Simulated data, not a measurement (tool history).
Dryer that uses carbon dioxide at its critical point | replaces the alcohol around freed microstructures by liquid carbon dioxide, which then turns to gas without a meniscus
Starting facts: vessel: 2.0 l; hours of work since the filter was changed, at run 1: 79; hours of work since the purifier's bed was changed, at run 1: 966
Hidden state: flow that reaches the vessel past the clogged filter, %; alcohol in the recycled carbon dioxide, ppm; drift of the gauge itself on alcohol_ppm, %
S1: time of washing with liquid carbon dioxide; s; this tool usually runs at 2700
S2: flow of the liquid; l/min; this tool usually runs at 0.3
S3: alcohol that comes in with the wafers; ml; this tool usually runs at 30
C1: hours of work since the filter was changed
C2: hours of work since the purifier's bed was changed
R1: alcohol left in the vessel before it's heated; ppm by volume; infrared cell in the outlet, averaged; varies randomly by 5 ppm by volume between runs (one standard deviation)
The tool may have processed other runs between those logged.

run,day,S1,S2,S3,C1,C2,R1
1,0,2700,0.3,30,79,966,209
2,1.092,2700,0.3,30,99,986,226
3,2.233,2700,0.3,30,119,1007,232
4,3.246,2700,0.3,30,138,1025,231
5,3.833,2700,0.3,30,149,1036,229
6,5.025,2700,0.355,30,170,1057,199
7,5.975,3660,0.3,30,187,1075,189
8,7.138,2700,0.413,30,208,1096,194
9,7.983,2700,0.413,30,224,1111,199
10,8.783,2700,0.413,30,238,1126,204
11,9.658,1800,0.36,30,254,1141,349
12,10.983,1800,0.396,30,278,1165,307
13,11.608,1740,0.3,23,289,1177,521
14,12.821,1740,0.3,23,311,1199,532
15,13.625,3780,0.3,30,326,1213,210
16,14.621,2100,0.193,30,344,1231,1262
17,15.754,2100,0.193,30,364,1252,1294
# day 16.154: inlet filter changed
18,16.871,2280,0.404,30,13,1271,238
19,18.117,2100,0.223,30,36,1294,795

Run 20 comes next. What will it give?
20,19.046,2100,0.223,30,52,1311,?

Run 20 gave R1 783 ppm by volume.
With no hidden state in the tool, this same run would have given R1 545 ppm by volume.

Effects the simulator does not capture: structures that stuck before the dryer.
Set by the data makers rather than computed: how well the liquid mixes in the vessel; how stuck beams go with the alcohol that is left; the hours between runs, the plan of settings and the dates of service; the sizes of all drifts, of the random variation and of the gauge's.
